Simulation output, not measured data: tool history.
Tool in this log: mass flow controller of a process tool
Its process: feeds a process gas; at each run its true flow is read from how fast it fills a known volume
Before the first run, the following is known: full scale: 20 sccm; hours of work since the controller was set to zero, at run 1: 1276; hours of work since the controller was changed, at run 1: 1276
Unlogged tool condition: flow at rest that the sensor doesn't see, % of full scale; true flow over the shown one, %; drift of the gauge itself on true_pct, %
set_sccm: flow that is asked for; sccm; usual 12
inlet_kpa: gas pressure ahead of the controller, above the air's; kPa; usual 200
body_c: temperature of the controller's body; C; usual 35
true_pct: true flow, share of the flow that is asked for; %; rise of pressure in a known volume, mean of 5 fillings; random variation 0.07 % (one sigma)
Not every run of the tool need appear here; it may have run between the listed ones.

| run | day | set_sccm | inlet_kpa | body_c | hours of work since the controller was set to zero | hours of work since the controller was changed | true_pct |
|---|---|---|---|---|---|---|---|
| 1 | 0.000 | 12 | 200 | 35 | 1276 | 1276 | 100.10 |
| 2 | 12.333 | 12 | 200 | 35 | 1428 | 1428 | 100.23 |
| 3 | 30.083 | 12 | 200 | 35 | 1647 | 1647 | 100.45 |
| 4 | 42.579 | 12 | 200 | 35 | 1802 | 1802 | 100.36 |
| 5 | 63.400 | 12 | 200 | 35 | 2059 | 2059 | 100.64 |
| 6 | 78.067 | 12 | 200 | 35 | 2240 | 2240 | 100.72 |
| 7 | 91.079 | 12 | 200 | 35 | 2401 | 2401 | 100.75 |
| 8 | 113.488 | 12 | 200 | 35 | 2677 | 2677 | 101.03 |
| 9 | 124.038 | 12 | 200 | 35 | 2808 | 2808 | 101.09 |
| 10 | 144.342 | 12 | 200 | 35 | 3058 | 3058 | 101.03 |
| 11 | 159.942 | 12 | 200 | 35 | 3251 | 3251 | 101.24 |
| 12 | 173.425 | 12 | 200 | 35 | 3417 | 3417 | 101.37 |
| 13 | 195.496 | 12 | 200 | 35 | 3690 | 3690 | 101.49 |
| 14 | 207.025 | 12 | 200 | 35 | 3832 | 3832 | 101.62 |
| 15 | 225.258 | 12 | 200 | 35 | 4057 | 4057 | 101.82 |
| 16 | 237.617 | 12 | 200 | 35 | 4210 | 4210 | 101.79 |
| 17 | 246.783 | 12 | 200 | 35 | 4323 | 4323 | 101.86 |
| 18 | 258.392 | 12 | 153 | 35 | 4466 | 4466 | 101.86 |
| 19 | 279.142 | 12 | 153 | 35 | 4723 | 4723 | 101.90 |
| 20 | 298.971 | 12 | 153 | 35 | 4967 | 4967 | 102.08 |
| 21 | 312.658 | 12 | 153 | 35 | 5136 | 5136 | 102.06 |
| 22 | 322.100 | 12 | 200 | 35 | 5253 | 5253 | 102.54 |
|  | 323.046 | controller's zero set anew |
| 23 | 337.800 | 12 | 179 | 35 | 182 | 5447 | 102.70 |
| 24 | 348.271 | 12 | 179 | 35 | 311 | 5576 | 102.76 |
| 25 | 359.412 | 12 | 179 | 35 | 449 | 5713 | 102.89 |
| 26 | 378.525 | 8 | 206 | 35 | 685 | 5949 | 103.50 |
|  | 388.567 | controller's zero set anew, once more |
| 27 | 391.279 | 12 | 200 | 21 | 33 | 6107 | 103.02 |
| 28 | 402.788 | 12 | 200 | 21 | 176 | 6249 | 102.94 |
| 29 | 416.521 | 8 | 208 | 23 | 345 | 6418 | 103.06 |
| 30 | 437.288 | 12 | 276 | 40 | 602 | 6675 | 102.65 |
| 31 | 451.492 | 12 | 276 | 40 | 777 | 6850 | 102.76 |
| 32 | 471.633 | 4 | 276 | 24 | 1026 | 7099 | 103.77 |
| 33 | 487.817 | 4 | 276 | 24 | 1225 | 7299 | 104.02 |
| 34 | 507.054 | 4 | 276 | 24 | 1463 | 7536 | 104.29 |
| 35 | 527.238 | 4 | 276 | 24 | 1712 | 7785 | 104.39 |
| 36 | 536.625 | 4 | 276 | 24 | 1828 | 7901 | 104.50 |
| 37 | 554.038 | 18 | 200 | 35 | 2043 | 8116 | 103.41 |
| 38 | 565.850 | 18 | 200 | 35 | 2189 | 8262 | 103.38 |
| 39 | 582.729 | 12 | 195 | 22 | 2397 | 8470 | 104.23 |
| 40 | 604.921 | 12 | 147 | 35 | 2671 | 8744 | 103.62 |
| 41 | 615.712 | 4 | 208 | 22 | 2805 | 8878 | 105.02 |
| 42 | 637.750 | 12 | 214 | 35 | 3077 | 9150 | 104.09 |
| 43 | 660.142 | 12 | 214 | 35 | 3353 | 9426 | 104.29 |
| 44 | 673.750 | 12 | 220 | 35 | 3521 | 9594 | 104.35 |
| 45 | 689.854 | 12 | 220 | 35 | 3720 | 9793 | 104.52 |
| 46 | 710.754 | 2 | 175 | 20 | 3978 | 10051 | 107.31 |
| 47 | 725.696 | 2 | 175 | 20 | 4163 | 10236 | 107.42 |
| 48 | 735.575 | 2 | 175 | 20 | 4284 | 10358 | 107.67 |
|  | 737.454 | controller exchanged for a calibrated one |
| 49 | 756.050 | 9 | 175 | 22 | 230 | 230 | 99.96 |

Alternative continuations, all from the tool just after run 49; predict every row:
| A | 767.808 | 9 | 175 | 25 | 375 | 375 | ? |
| B | 767.808 | 12 | 200 | 26 | 375 | 375 | ? |
| C | 767.808 | 12 | 200 | 23 | 375 | 375 | ? |

| run | true_pct |
|---|---|
| A | 99.90 |
| B | 100.07 |
| C | 100.24 |
With no hidden state in the tool, these same runs would have given:
| run | true_pct |
|---|---|
| A | 99.65 |
| B | 99.85 |
| C | 100.01 |
